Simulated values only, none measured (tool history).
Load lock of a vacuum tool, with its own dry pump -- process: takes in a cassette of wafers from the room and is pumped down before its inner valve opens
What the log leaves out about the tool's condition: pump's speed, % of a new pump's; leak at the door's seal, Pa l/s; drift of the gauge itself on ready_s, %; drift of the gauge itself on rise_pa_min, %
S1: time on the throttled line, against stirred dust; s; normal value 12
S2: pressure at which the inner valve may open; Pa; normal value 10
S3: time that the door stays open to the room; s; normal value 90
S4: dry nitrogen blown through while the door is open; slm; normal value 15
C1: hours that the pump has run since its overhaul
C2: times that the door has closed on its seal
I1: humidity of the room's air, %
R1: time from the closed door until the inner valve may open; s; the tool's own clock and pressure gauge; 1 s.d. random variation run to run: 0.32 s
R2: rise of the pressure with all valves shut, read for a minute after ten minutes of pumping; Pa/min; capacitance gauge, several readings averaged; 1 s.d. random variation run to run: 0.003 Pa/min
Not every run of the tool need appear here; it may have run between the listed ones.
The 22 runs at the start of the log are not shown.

{"run": 23, "hour": 3423.2, "S1": 16, "S2": 12, "S3": 90, "S4": 7, "C1": 1387, "C2": 15346, "I1": 49.8, "R1": 27.8, "R2": 0.079}
{"run": 24, "hour": 3579.2, "S1": 13, "S2": 11, "S3": 199, "S4": 6, "C1": 1542, "C2": 15539, "I1": 41.8, "R1": 25.2, "R2": 0.12}
{"run": 25, "hour": 3783.8, "S1": 12, "S2": 12, "S3": 28, "S4": 15, "C1": 1747, "C2": 15792, "I1": 46.5, "R1": 24.1, "R2": 0.054}
{"run": 26, "hour": 3960.8, "S1": 12, "S2": 14, "S3": 136, "S4": 32, "C1": 1924, "C2": 16011, "I1": 42.5, "R1": 23.9, "R2": 0.064}
{"run": 27, "hour": 4160.5, "S1": 7, "S2": 10, "S3": 72, "S4": 35, "C1": 2124, "C2": 16258, "I1": 40.7, "R1": 20.7, "R2": 0.048}
{"run": 28, "hour": 4262.1, "S1": 12, "S2": 12, "S3": 35, "S4": 15, "C1": 2225, "C2": 16384, "I1": 45.6, "R1": 24.6, "R2": 0.06}
{"run": 29, "hour": 4374.3, "S1": 12, "S2": 13, "S3": 90, "S4": 15, "C1": 2338, "C2": 16523, "I1": 44.8, "R1": 24, "R2": 0.072}
{"run": 30, "hour": 4595.8, "S1": 12, "S2": 13, "S3": 90, "S4": 15, "C1": 2559, "C2": 16797, "I1": 45.8, "R1": 24.6, "R2": 0.075}

Expected results for the next run?
{"run": 31, "hour": 4801.3, "S1": 22, "S2": 9, "S3": 32, "S4": 10, "C1": 2765, "C2": 17051, "I1": 46.9, "R1": "?", "R2": "?"}

Run 31 came out at R1 33.1 s, R2 0.06 Pa/min.
With no hidden state in the tool, this same run would have given R1 32.9 s, R2 0.026 Pa/min.

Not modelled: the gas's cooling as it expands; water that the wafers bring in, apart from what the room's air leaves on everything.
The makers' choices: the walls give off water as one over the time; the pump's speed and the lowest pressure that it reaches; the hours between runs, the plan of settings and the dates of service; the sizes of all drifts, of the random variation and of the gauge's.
